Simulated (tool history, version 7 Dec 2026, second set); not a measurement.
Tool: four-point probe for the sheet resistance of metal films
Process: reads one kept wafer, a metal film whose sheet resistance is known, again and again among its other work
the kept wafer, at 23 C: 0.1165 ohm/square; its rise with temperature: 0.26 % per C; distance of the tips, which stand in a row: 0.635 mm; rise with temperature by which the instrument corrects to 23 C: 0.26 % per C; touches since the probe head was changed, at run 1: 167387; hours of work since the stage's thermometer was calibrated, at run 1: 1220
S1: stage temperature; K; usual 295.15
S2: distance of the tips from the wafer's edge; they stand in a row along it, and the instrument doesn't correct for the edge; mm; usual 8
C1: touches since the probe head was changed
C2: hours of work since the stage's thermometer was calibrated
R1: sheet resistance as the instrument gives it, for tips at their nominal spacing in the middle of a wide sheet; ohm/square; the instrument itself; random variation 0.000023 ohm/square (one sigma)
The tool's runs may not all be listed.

run,hour,S1,S2,C1,C2,R1
1,0,295.15,8,167387,1220,0.116913
2,81.5,295.15,8,170729,1285,0.116886
3,164.4,295.15,23,174122,1351,0.116546
4,219.5,295.15,23,176382,1395,0.116529
5,266.4,295.15,8,178304,1433,0.116873
6,310.8,295.15,8,180124,1468,0.116893
7,414.7,295.15,8,184380,1551,0.116941
8,489.9,295.15,7,187462,1611,0.117013
9,585.8,295.15,7,191393,1688,0.117043
10,671.1,295.15,63,194887,1756,0.116523
11,754.1,295.15,63,198291,1823,0.11653
12,807,298.15,64,200455,1865,0.116514
13,859.4,294.15,7,202606,1907,0.117051
14,926.2,295.15,5,205342,1960,0.117522
15,1020.4,295.15,5,209203,2036,0.117525
# hour 1039.1: stage's thermometer calibrated
16,1123,295.15,63,213384,67,0.116564
17,1195.1,293.15,7,216342,125,0.116994
# hour 1217: new probe head fitted
18,1250.3,293.15,7,1364,168,0.116962

Forecast each of these 5 alternatives for the next run:
A,1325,300.15,9,4425,228,?
B,1325,292.15,8,4425,228,?
C,1325,304.15,4,4425,228,?
D,1325,304.15,30,4425,228,?
E,1325,305.15,8,4425,228,?

run,R1
A,0.116855
B,0.116856
C,0.118146
D,0.116599
E,0.117014
Without the tool's hidden state the same runs would have given:
run,R1
A,0.11685
B,0.11685
C,0.11814
D,0.116594
E,0.117008

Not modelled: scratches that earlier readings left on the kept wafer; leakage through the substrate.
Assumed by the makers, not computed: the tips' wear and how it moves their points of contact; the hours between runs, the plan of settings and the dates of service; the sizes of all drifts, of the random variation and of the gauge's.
